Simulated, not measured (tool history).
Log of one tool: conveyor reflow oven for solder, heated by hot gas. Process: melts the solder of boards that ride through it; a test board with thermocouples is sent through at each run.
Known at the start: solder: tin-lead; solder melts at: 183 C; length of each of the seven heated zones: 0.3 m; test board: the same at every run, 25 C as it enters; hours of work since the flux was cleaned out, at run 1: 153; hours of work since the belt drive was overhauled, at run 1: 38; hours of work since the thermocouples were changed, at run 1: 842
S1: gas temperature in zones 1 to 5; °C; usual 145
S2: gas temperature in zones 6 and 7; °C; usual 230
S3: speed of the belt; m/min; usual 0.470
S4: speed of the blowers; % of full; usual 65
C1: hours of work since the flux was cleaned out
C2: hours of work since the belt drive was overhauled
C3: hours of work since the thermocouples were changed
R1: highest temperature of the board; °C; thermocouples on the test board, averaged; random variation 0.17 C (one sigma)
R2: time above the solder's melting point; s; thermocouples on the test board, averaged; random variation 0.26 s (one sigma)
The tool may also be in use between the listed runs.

run 1 day=0.000 | S1=145 S2=230 S3=0.470 S4=65 | C1=153 C2=38 C3=842 | R1=215.7 R2=58.7
run 2 day=1.292 | S1=145 S2=230 S3=0.470 S4=65 | C1=172 C2=57 C3=861 | R1=215.6 R2=58.5
run 3 day=3.096 | S1=145 S2=230 S3=0.470 S4=65 | C1=198 C2=83 C3=887 | R1=215.5 R2=58.5
run 4 day=4.321 | S1=145 S2=230 S3=0.470 S4=65 | C1=216 C2=101 C3=905 | R1=215.2 R2=58.9
-- day=5.729 thermocouples of zones 6 and 7 changed
run 5 day=6.117 | S1=145 S2=230 S3=0.470 S4=65 | C1=242 C2=126 C3=6 | R1=214.2 R2=57.8
-- day=7.775 flux residue cleaned out of gas plates and filters
run 6 day=8.046 | S1=145 S2=230 S3=0.470 S4=65 | C1=4 C2=152 C3=31 | R1=213.2 R2=56.6
run 7 day=9.196 | S1=145 S2=230 S3=0.470 S4=65 | C1=21 C2=169 C3=48 | R1=213.3 R2=56.8
run 8 day=10.958 | S1=145 S2=230 S3=0.470 S4=65 | C1=47 C2=195 C3=74 | R1=213.3 R2=56.1
-- day=11.779 flux residue cleaned out of gas plates and filters, once more
run 9 day=12.004 | S1=133 S2=230 S3=0.470 S4=65 | C1=3 C2=207 C3=86 | R1=214.5 R2=54.1
run 10 day=13.675 | S1=133 S2=230 S3=0.470 S4=65 | C1=28 C2=232 C3=111 | R1=214.2 R2=53.5
run 11 day=15.262 | S1=133 S2=230 S3=0.470 S4=65 | C1=51 C2=255 C3=134 | R1=214.2 R2=53.7
run 12 day=16.617 | S1=145 S2=230 S3=0.470 S4=65 | C1=71 C2=275 C3=154 | R1=216.1 R2=59.9
run 13 day=18.058 | S1=145 S2=235 S3=0.470 S4=65 | C1=92 C2=296 C3=175 | R1=220.5 R2=62.7
run 14 day=19.450 | S1=145 S2=230 S3=0.470 S4=65 | C1=113 C2=317 C3=196 | R1=215.9 R2=59.3
run 15 day=20.350 | S1=145 S2=230 S3=0.470 S4=65 | C1=126 C2=330 C3=209 | R1=215.6 R2=59.1
run 16 day=21.454 | S1=145 S2=230 S3=0.470 S4=65 | C1=142 C2=346 C3=225 | R1=215.5 R2=59.6
run 17 day=23.096 | S1=145 S2=230 S3=0.470 S4=65 | C1=167 C2=370 C3=250 | R1=215.7 R2=59.1
run 18 day=24.333 | S1=145 S2=230 S3=0.470 S4=65 | C1=185 C2=389 C3=268 | R1=215.2 R2=59.2
run 19 day=25.221 | S1=145 S2=230 S3=0.470 S4=62 | C1=198 C2=402 C3=281 | R1=214.7 R2=58.4
run 20 day=26.954 | S1=143 S2=219 S3=0.470 S4=87 | C1=224 C2=427 C3=307 | R1=208.0 R2=52.6
run 21 day=28.050 | S1=137 S2=219 S3=0.426 S4=87 | C1=240 C2=443 C3=323 | R1=209.4 R2=58.4
run 22 day=29.433 | S1=133 S2=229 S3=0.470 S4=57 | C1=260 C2=464 C3=343 | R1=210.2 R2=49.2
-- day=29.750 flux residue cleaned out of gas plates and filters
run 23 day=30.458 | S1=153 S2=226 S3=0.413 S4=73 | C1=10 C2=476 C3=355 | R1=218.6 R2=75.5
run 24 day=31.579 | S1=154 S2=230 S3=0.459 S4=72 | C1=27 C2=492 C3=372 | R1=220.1 R2=68.5
run 25 day=33.162 | S1=154 S2=230 S3=0.494 S4=72 | C1=50 C2=516 C3=395 | R1=218.1 R2=62.3
run 26 day=34.675 | S1=145 S2=230 S3=0.470 S4=65 | C1=73 C2=538 C3=417 | R1=216.8 R2=60.5
run 27 day=35.575 | S1=145 S2=240 S3=0.470 S4=65 | C1=86 C2=551 C3=430 | R1=225.5 R2=66.1
run 28 day=36.804 | S1=145 S2=240 S3=0.470 S4=65 | C1=104 C2=569 C3=448 | R1=224.9 R2=66.6
run 29 day=37.838 | S1=145 S2=228 S3=0.542 S4=56 | C1=119 C2=584 C3=464 | R1=208.5 R2=44.7
run 30 day=39.567 | S1=145 S2=228 S3=0.542 S4=56 | C1=145 C2=610 C3=489 | R1=208.2 R2=44.4
run 31 day=40.896 | S1=145 S2=228 S3=0.542 S4=71 | C1=164 C2=629 C3=509 | R1=211.3 R2=47.5

4 ways to go on from here, each from the tool as it stands after run 31. What would each give?
run A day=42.588 | S1=143 S2=228 S3=0.542 S4=54 | C1=189 C2=654 C3=534 | R1=? R2=?
run B day=42.588 | S1=145 S2=228 S3=0.537 S4=53 | C1=189 C2=654 C3=534 | R1=? R2=?
run C day=42.588 | S1=136 S2=228 S3=0.490 S4=71 | C1=189 C2=654 C3=534 | R1=? R2=?
run D day=42.588 | S1=145 S2=230 S3=0.470 S4=53 | C1=189 C2=654 C3=534 | R1=? R2=?

run=A R1=207.3 R2=42.1
run=B R1=207.5 R2=43.7
run=C R1=212.2 R2=51.5
run=D R1=213.9 R2=57.5
Without the tool's hidden state the same runs would have given:
run=A R1=207.4 R2=41.9
run=B R1=207.6 R2=43.4
run=C R1=212.3 R2=51.3
run=D R1=213.7 R2=56.8
